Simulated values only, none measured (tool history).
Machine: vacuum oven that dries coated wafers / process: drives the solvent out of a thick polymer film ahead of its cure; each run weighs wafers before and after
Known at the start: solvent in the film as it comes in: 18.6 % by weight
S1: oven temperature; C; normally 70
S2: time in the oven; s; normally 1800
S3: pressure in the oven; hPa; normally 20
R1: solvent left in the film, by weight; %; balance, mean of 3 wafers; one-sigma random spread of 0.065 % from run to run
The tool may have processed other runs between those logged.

run,hour,S1,S2,S3,R1
1,0,70,1800,20,4.31
2,14.1,70,1800,20,4.33
3,32,70,1800,20,4.25
4,43.5,70,1800,20,4.33
5,53.5,70,1800,20,4.24
6,70.3,70,1800,41.1,7.38
7,86.6,70,1800,41.1,7.33
8,107.7,70,1800,20,4.24
9,120.4,70,3180,20,3.47
10,129.7,70,3180,20,3.42
11,145.8,70,3180,20,3.41
12,158.4,70,3180,20,3.39
13,171.8,70,2640,54.8,8.96
14,192.9,63,1860,68.2,15
15,204.2,63,1860,68.2,15.26
16,222,63,1800,65.7,14.36
17,243.8,60,1800,18.2,7.36
18,254.3,79,1140,20,3.67
19,273.8,77,1800,23.1,3.08
20,289,77,2760,34.2,4.03
21,304.8,69,1920,15.1,3.53
22,315.6,56,1260,20,10
23,327.7,56,1200,20,10.13

Between the runs listed above, the log contained 2 entries, not reproduced here. Where in the sequence does each belong, and how does what the log doesn't record of the tool's condition differ from the listed run before to the listed run after?
Logged between run 16 and run 17: vacuum gauge cleaned of residue and calibrated (hour 224.5)
  true wafer temperature over the reading, C: -0.26 -> -0.27; true pressure over the reading, kPa: 0.148 -> 0.241
  difference, measured minus the result without the unlogged condition, R1: +0.41 -> +0.57 %
Logged between run 18 and run 19: vacuum gauge cleaned of residue and calibrated, once more (hour 269.4)
  true wafer temperature over the reading, C: -0.27 -> -0.28; true pressure over the reading, kPa: 0.243 -> 0.005
  difference, measured minus the result without the unlogged condition, R1: +0.3 -> +0.05 %

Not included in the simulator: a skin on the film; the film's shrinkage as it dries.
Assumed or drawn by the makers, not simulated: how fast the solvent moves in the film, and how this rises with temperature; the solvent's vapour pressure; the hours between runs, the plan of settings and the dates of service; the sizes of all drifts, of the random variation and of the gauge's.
